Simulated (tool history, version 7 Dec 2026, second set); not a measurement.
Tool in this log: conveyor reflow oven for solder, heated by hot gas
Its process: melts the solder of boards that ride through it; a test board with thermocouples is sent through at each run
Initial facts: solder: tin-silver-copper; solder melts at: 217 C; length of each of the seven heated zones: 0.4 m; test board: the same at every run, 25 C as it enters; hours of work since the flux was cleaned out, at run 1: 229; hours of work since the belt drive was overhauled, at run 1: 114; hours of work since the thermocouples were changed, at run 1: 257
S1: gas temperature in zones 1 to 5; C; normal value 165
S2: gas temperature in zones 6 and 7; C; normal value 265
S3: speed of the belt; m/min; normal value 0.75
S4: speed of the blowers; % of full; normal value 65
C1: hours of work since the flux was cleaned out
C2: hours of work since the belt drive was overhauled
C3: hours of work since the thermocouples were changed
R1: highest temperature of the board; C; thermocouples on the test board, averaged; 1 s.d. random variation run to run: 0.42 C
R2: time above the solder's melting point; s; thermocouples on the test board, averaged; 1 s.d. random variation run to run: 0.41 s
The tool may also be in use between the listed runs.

run	hour	S1	S2	S3	S4	C1	C2	C3	R1	R2
1	0	165	265	0.75	65	229	114	257	244.5	39.6
2	7.1	165	265	0.75	65	233	118	261	244.4	39.3
3	22.7	165	265	0.75	68	241	126	269	245.5	40.5
4	33.9	165	265	0.75	68	247	132	275	245.7	40.5
5	41.3	165	265	0.75	68	251	136	279	245	39.9
6	52.5	165	265	0.75	65	257	142	285	244.6	39.6
7	60	165	265	0.75	65	261	146	289	244.6	39.6
8	68.3	165	265	0.75	65	265	151	293	245.2	38.4
9	81.7	165	268	0.75	76	273	158	300	250.3	43.4
10	90.7	165	268	0.75	76	277	163	305	250.4	43.8
11	105.8	167	259	0.849	54	285	171	313	231.8	22.7
12	117.3	167	259	0.849	54	292	177	319	231.8	23
13	126	179	257	0.861	75	296	182	324	238.1	33.8
14	139.4	179	257	0.861	75	303	189	331	239.1	33.1
15	146.4	179	257	0.861	75	307	193	335	238.5	33

Here are 4 independent what-if runs from the current tool condition. What would each one return?
A	156.6	169	277	0.75	65	313	198	340	?	?
B	156.6	166	267	0.67	65	313	198	340	?	?
C	156.6	160	257	0.861	75	313	198	340	?	?
D	156.6	179	272	0.646	65	313	198	340	?	?

run	R1	R2
A	255.6	47.8
B	250.8	50
C	235	24
D	258.4	61.6
Stripped of hidden state, with their random variation kept, the same runs would have yielded:
run	R1	R2
A	255.8	47.9
B	250.9	50.1
C	235.2	24.2
D	258.5	61.7

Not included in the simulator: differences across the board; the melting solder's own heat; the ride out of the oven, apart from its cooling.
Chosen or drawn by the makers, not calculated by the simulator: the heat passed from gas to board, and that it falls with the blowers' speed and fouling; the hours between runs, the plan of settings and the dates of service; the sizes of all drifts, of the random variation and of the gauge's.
